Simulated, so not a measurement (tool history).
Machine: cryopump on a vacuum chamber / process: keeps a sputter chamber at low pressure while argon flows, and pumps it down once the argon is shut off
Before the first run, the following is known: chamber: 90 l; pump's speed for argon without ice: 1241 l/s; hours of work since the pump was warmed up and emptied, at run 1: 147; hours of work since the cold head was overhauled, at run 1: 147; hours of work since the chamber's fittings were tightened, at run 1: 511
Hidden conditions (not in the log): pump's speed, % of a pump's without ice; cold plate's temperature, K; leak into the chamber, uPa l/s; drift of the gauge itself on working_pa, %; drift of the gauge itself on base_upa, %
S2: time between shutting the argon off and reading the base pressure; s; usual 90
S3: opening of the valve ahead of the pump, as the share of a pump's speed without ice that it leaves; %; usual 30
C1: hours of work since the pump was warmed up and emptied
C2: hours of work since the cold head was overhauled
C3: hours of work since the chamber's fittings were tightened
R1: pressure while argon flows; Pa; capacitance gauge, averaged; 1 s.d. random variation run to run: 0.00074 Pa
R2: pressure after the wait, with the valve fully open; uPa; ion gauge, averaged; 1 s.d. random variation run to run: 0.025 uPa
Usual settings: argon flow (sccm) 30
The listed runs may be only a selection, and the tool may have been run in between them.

Run 1, hour 0.0: usual settings; C1 147; C2 147; C3 511. Result: R1 0.1393 Pa, R2 1.49 uPa.
Run 2, hour 11.9: usual settings but S3 36 %; C1 155; C2 155; C3 518. Result: R1 0.1176 Pa, R2 1.44 uPa.
Run 3, hour 27.6: usual settings; C1 164; C2 164; C3 528. Result: R1 0.1394 Pa, R2 1.49 uPa.
Run 4, hour 40.2: usual settings; C1 172; C2 172; C3 535. Result: R1 0.1413 Pa, R2 1.54 uPa.
Run 5, hour 53.3: usual settings; C1 180; C2 180; C3 543. Result: R1 0.1410 Pa, R2 1.56 uPa.
Run 6, hour 64.6: usual settings but S2 54 s; C1 187; C2 187; C3 550. Result: R1 0.1418 Pa, R2 2.07 uPa.
Run 7, hour 82.8: usual settings; C1 198; C2 198; C3 561. Result: R1 0.1419 Pa, R2 1.57 uPa.
Run 8, hour 95.6: usual settings; C1 205; C2 205; C3 569. Result: R1 0.1413 Pa, R2 1.64 uPa.
Run 9, hour 106.3: usual settings; C1 212; C2 212; C3 575. Result: R1 0.1437 Pa, R2 1.63 uPa.
Run 10, hour 116.3: usual settings; C1 218; C2 218; C3 581. Result: R1 0.1416 Pa, R2 1.57 uPa.
Run 11, hour 126.2: usual settings; C1 224; C2 224; C3 587. Result: R1 0.1432 Pa, R2 1.57 uPa.
Run 12, hour 147.0: usual settings but S2 41 s; C1 236; C2 236; C3 600. Result: R1 0.1439 Pa, R2 2.54 uPa.
Run 13, hour 165.3: usual settings but argon flow (sccm) 18, S2 41 s; C1 247; C2 247; C3 611. Result: R1 0.0857 Pa, R2 2.62 uPa.
Run 14, hour 185.5: usual settings; C1 260; C2 260; C3 623. Result: R1 0.1438 Pa, R2 1.66 uPa.
Run 15, hour 196.0: usual settings but S3 37 %; C1 266; C2 266; C3 630. Result: R1 0.1167 Pa, R2 1.67 uPa.
Run 16, hour 210.6: usual settings; C1 275; C2 275; C3 638. Result: R1 0.1449 Pa, R2 1.66 uPa.
Run 17, hour 227.6: usual settings but S2 129 s; C1 285; C2 285; C3 649. Result: R1 0.1443 Pa, R2 1.43 uPa.
Run 18, hour 242.8: usual settings but argon flow (sccm) 17, S3 45 %; C1 294; C2 294; C3 658. Result: R1 0.0569 Pa, R2 1.67 uPa.
Run 19, hour 263.2: usual settings but argon flow (sccm) 17, S3 45 %; C1 307; C2 307; C3 670. Result: R1 0.0573 Pa, R2 1.74 uPa.
Run 20, hour 272.7: usual settings but argon flow (sccm) 20, S2 158 s, S3 26 %; C1 312; C2 312; C3 676. Result: R1 0.1104 Pa, R2 1.38 uPa.
Run 21, hour 283.6: usual settings but argon flow (sccm) 34, S3 35 %; C1 319; C2 319; C3 683. Result: R1 0.1427 Pa, R2 1.79 uPa.
Run 22, hour 298.0: usual settings but argon flow (sccm) 56; C1 328; C2 328; C3 691. Result: R1 0.2721 Pa, R2 1.78 uPa.
Run 23, hour 313.8: usual settings but argon flow (sccm) 60, S2 214 s; C1 337; C2 337; C3 701. Result: R1 0.2930 Pa, R2 1.30 uPa.
Run 24, hour 327.3: usual settings but S2 104 s; C1 345; C2 345; C3 709. Result: R1 0.1467 Pa, R2 1.70 uPa.
Run 25, hour 343.3: usual settings but argon flow (sccm) 47, S2 120 s, S3 29 %; C1 355; C2 355; C3 719. Result: R1 0.2387 Pa, R2 1.53 uPa.
Run 26, hour 360.2: usual settings but argon flow (sccm) 53, S2 63 s, S3 40 %; C1 365; C2 365; C3 729. Result: R1 0.2001 Pa, R2 2.04 uPa.
Run 27, hour 382.1: usual settings but argon flow (sccm) 13, S2 63 s, S3 26 %; C1 378; C2 378; C3 742. Result: R1 0.0728 Pa, R2 2.14 uPa.
Run 28, hour 394.5: usual settings but argon flow (sccm) 13, S2 63 s, S3 26 %; C1 386; C2 386; C3 750. Result: R1 0.0740 Pa, R2 2.21 uPa.
Run 29, hour 411.7: usual settings but argon flow (sccm) 18, S3 43 %; C1 396; C2 396; C3 760. Result: R1 0.0648 Pa, R2 1.87 uPa.
Run 30, hour 425.6: usual settings but argon flow (sccm) 18, S3 43 %; C1 405; C2 405; C3 768. Result: R1 0.0645 Pa, R2 1.84 uPa.
Run 31, hour 444.3: usual settings but S2 259 s, S3 24 %; C1 416; C2 416; C3 780. Result: R1 0.1834 Pa, R2 1.37 uPa.
Run 32, hour 455.3: usual settings but S2 259 s, S3 24 %; C1 423; C2 423; C3 786. Result: R1 0.1850 Pa, R2 1.39 uPa.
Run 33, hour 473.5: usual settings but S2 259 s, S3 24 %; C1 434; C2 434; C3 797. Result: R1 0.1853 Pa, R2 1.35 uPa.
Run 34, hour 494.2: usual settings but S2 259 s, S3 24 %; C1 446; C2 446; C3 810. Result: R1 0.1866 Pa, R2 1.41 uPa.

For some of the steps in R1 from one run to the next: how much would appear even if the tool had no hidden state, given the settings, what came in and random variation, and how much remains for the hidden state plus any gauge scatter that the measured result and the result without hidden state don't share?
Run 21 -> 22: argon flow (sccm) 34 -> 56, S3 35 -> 30. R1 +0.1294 Pa: hidden state +0.0077, all else +0.1217.
Run 23 -> 24: argon flow (sccm) 60 -> 30, S2 214 -> 104. R1 -0.1463 Pa: hidden state -0.0102, all else -0.1361.
Run 26 -> 27: argon flow (sccm) 53 -> 13, S3 40 -> 26. R1 -0.1273 Pa: hidden state -0.0149, all else -0.1124.

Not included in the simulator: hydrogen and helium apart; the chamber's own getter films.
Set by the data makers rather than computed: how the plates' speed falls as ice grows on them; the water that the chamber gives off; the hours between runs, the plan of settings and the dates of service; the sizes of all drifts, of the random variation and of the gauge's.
